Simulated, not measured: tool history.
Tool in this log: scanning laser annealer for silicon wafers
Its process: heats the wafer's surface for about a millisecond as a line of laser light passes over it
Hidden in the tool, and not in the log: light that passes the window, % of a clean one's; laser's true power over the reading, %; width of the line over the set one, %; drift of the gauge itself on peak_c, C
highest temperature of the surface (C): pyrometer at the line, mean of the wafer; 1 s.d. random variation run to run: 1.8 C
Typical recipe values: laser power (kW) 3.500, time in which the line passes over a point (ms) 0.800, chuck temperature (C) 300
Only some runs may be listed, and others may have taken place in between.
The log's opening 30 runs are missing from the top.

run   hour  laser power (kW)  time in which the line passes over a point (ms)  chuck temperature (C)  hours of work since the window was cleaned  hours of work since the power meter was calibrated  hours of work since the optics were aligned  highest temperature of the surface (C)
 31  382.5             3.057                                            0.804                    281                                         239                                                 353                                          582                                     864
 32  391.4             3.105                                            0.836                    338                                         243                                                 358                                          586                                     946
 33  401.8             3.167                                            0.836                    331                                         249                                                 363                                          592                                     955
 34  411.2             3.695                                            0.800                    332                                         254                                                 368                                          597                                    1056
 35  422.5             3.695                                            0.800                    332                                         260                                                 374                                          603                                    1058
 36  434.7             3.695                                            0.800                    332                                         266                                                 381                                          610                                    1058
 37  447.0             3.695                                            0.800                    332                                         273                                                 387                                          616                                    1058
 38  464.0             3.695                                            0.800                    332                                         282                                                 396                                          625                                    1055

Each row is a separate what-if for the run after 38, all from the same tool condition, not one after another. Results?
  A  474.4             3.354                                            0.800                    339                                         288                                                 402                                          631                                       ?
  B  474.4             3.399                                            0.761                    263                                         288                                                 402                                          631                                       ?
  C  474.4             3.322                                            0.800                    284                                         288                                                 402                                          631                                       ?
  D  474.4             3.712                                            0.578                    286                                         288                                                 402                                          631                                       ?

run  highest temperature of the surface (C)
  A                                     982
  B                                     901
  C                                     922
  D                                     891
Had the tool no hidden state, the same runs would have come out as:
run  highest temperature of the surface (C)
  A                                    1013
  B                                     932
  C                                     953
  D                                     920
